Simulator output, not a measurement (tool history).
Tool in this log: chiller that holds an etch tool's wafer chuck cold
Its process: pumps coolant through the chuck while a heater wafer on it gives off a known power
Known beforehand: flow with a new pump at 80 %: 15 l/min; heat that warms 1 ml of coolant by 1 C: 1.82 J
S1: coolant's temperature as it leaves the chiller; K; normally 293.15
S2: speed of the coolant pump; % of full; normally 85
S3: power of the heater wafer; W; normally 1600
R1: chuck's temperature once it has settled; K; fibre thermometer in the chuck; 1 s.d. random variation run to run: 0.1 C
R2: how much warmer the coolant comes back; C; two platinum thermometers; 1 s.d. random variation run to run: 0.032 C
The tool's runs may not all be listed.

run	hour	S1	S2	S3	R1	R2
1	0	293.15	85	1600	308.15	3.43
2	82.3	293.15	85	1600	308.15	3.43
3	132.3	293.15	85	1600	308.45	3.43
4	199.7	293.15	85	1600	308.55	3.49
5	280.1	293.15	88	1600	308.05	3.37
# hour 289.3: chiller's thermometer calibrated
6	341.6	293.15	85	1600	308.35	3.48
7	380.1	293.15	85	1600	308.25	3.45
8	441.5	293.15	85	1600	308.45	3.47
# hour 454.6: chiller's thermometer calibrated, once more
9	515.6	289.15	85	1197	300.65	2.63

Forecast run 10:
10	598.4	303.15	84	2267	?	?

{"run 10": {"R1": 325.35, "R2": 5}}
With the hidden condition absent and the run-to-run variation left alone, this run would have shown R1 319.95 K, R2 4.72 C.
